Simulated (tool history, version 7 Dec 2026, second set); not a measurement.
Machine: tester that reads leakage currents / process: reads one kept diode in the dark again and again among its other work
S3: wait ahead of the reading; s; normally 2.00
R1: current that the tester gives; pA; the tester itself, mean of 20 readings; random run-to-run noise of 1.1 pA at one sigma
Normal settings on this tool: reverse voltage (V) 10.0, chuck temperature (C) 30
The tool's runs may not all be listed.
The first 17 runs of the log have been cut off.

run 18 day=115.146 | reverse_voltage_(V)=10.0 chuck_temperature_(C)=30 S3=2.00 | R1=425.50
run 19 day=123.288 | reverse_voltage_(V)=14.1 chuck_temperature_(C)=30 S3=2.00 | R1=490.72
run 20 day=128.575 | reverse_voltage_(V)=12.9 chuck_temperature_(C)=57 S3=3.46 | R1=2828.12
run 21 day=132.862 | reverse_voltage_(V)=12.9 chuck_temperature_(C)=57 S3=0.31 | R1=2839.79
run 22 day=141.867 | reverse_voltage_(V)=10.0 chuck_temperature_(C)=30 S3=1.07 | R1=434.88
-- day=145.525 chuck's temperature calibrated
run 23 day=151.721 | reverse_voltage_(V)=10.0 chuck_temperature_(C)=30 S3=1.07 | R1=385.32
run 24 day=160.500 | reverse_voltage_(V)=10.0 chuck_temperature_(C)=30 S3=1.07 | R1=387.00
run 25 day=167.296 | reverse_voltage_(V)=10.0 chuck_temperature_(C)=20 S3=1.07 | R1=189.98
run 26 day=174.729 | reverse_voltage_(V)=10.0 chuck_temperature_(C)=20 S3=1.07 | R1=191.54
run 27 day=184.850 | reverse_voltage_(V)=10.0 chuck_temperature_(C)=20 S3=1.07 | R1=192.53
run 28 day=192.662 | reverse_voltage_(V)=7.7 chuck_temperature_(C)=52 S3=0.47 | R1=1576.62
run 29 day=198.529 | reverse_voltage_(V)=7.7 chuck_temperature_(C)=52 S3=0.47 | R1=1580.44
run 30 day=205.925 | reverse_voltage_(V)=1.1 chuck_temperature_(C)=30 S3=0.61 | R1=164.45
run 31 day=213.408 | reverse_voltage_(V)=10.0 chuck_temperature_(C)=30 S3=8.15 | R1=403.86
run 32 day=220.546 | reverse_voltage_(V)=2.4 chuck_temperature_(C)=23 S3=8.15 | R1=135.44
-- day=227.646 probe card cleaned and baked
run 33 day=230.967 | reverse_voltage_(V)=2.4 chuck_temperature_(C)=23 S3=8.15 | R1=132.63
run 34 day=239.800 | reverse_voltage_(V)=5.0 chuck_temperature_(C)=40 S3=4.22 | R1=613.92
run 35 day=245.250 | reverse_voltage_(V)=10.0 chuck_temperature_(C)=37 S3=2.95 | R1=658.05
run 36 day=255.125 | reverse_voltage_(V)=10.0 chuck_temperature_(C)=37 S3=2.95 | R1=665.04
run 37 day=259.679 | reverse_voltage_(V)=10.0 chuck_temperature_(C)=40 S3=1.32 | R1=822.22

4 ways to go on from here, each from the tool as it stands after run 37. What would each give?
run A day=264.262 | reverse_voltage_(V)=1.2 chuck_temperature_(C)=41 S3=0.58 | R1=?
run B day=264.262 | reverse_voltage_(V)=1.6 chuck_temperature_(C)=20 S3=3.28 | R1=?
run C day=264.262 | reverse_voltage_(V)=2.0 chuck_temperature_(C)=25 S3=1.32 | R1=?
run D day=264.262 | reverse_voltage_(V)=10.0 chuck_temperature_(C)=31 S3=1.98 | R1=?

run=A R1=382.57
run=B R1=92.75
run=C R1=148.59
run=D R1=438.12
Take away the tool's hidden state, keep each run's random variation, and the runs would have read:
run=A R1=346.47
run=B R1=82.69
run=C R1=133.05
run=D R1=392.72

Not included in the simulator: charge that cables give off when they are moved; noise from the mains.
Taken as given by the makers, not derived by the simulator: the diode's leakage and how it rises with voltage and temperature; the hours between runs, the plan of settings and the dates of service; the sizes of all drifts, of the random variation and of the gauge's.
